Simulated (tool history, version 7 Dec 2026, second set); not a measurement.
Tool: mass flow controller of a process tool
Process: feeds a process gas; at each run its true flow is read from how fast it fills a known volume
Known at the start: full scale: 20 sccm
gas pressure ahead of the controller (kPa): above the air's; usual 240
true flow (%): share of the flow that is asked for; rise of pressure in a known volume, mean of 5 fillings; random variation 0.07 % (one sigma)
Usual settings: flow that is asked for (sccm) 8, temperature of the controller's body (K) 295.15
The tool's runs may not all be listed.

run,hour,flow that is asked for (sccm),gas pressure ahead of the controller (kPa),temperature of the controller's body (K),true flow (%)
1,0,8,240,295.15,100.3
2,93.5,8,240,295.15,100.25
3,196.9,8,240,295.15,100.31
4,322.3,8,240,295.15,100.32
5,428.4,14,240,295.15,100.7
6,499.5,8,240,295.15,100.43
7,572.9,8,154,295.15,101.04
8,664.8,8,154,295.15,101.03
9,733.9,8,154,295.15,101.08
10,790.2,8,154,295.15,100.95
11,884.9,8,240,296.15,100.3
12,986.7,8,274,295.15,100.26
13,1116,8,242,295.15,100.61
14,1222.9,8,242,295.15,100.53
15,1324.9,8,240,295.15,100.77
16,1405.7,8,151,295.15,101.23
17,1519.8,5,151,295.15,100.88
18,1633.7,18,240,295.15,101.44
19,1762.2,18,240,295.15,101.67
20,1818.6,18,240,295.15,101.64
21,1887.9,18,240,295.15,101.49
22,2014.6,10,240,296.15,101.05
23,2081.9,12,240,295.15,101.24
24,2170.9,8,205,310.15,99.54
25,2297.2,10,238,297.15,100.95
26,2378.7,8,240,297.15,100.55
27,2469.7,8,240,296.15,100.95
28,2522.6,8,240,296.15,100.81
29,2639.1,8,240,296.15,100.81
30,2768,15,166,296.15,102.02
31,2840.3,10,240,306.15,100.08
32,2944.8,10,240,306.15,100.15

The next listed run, before its measurement:
33,3027.2,10,144,308.15,?

Run 33 gave true flow (%) 100.45.
Without the tool's hidden state the same run would have given true flow (%) 98.61.
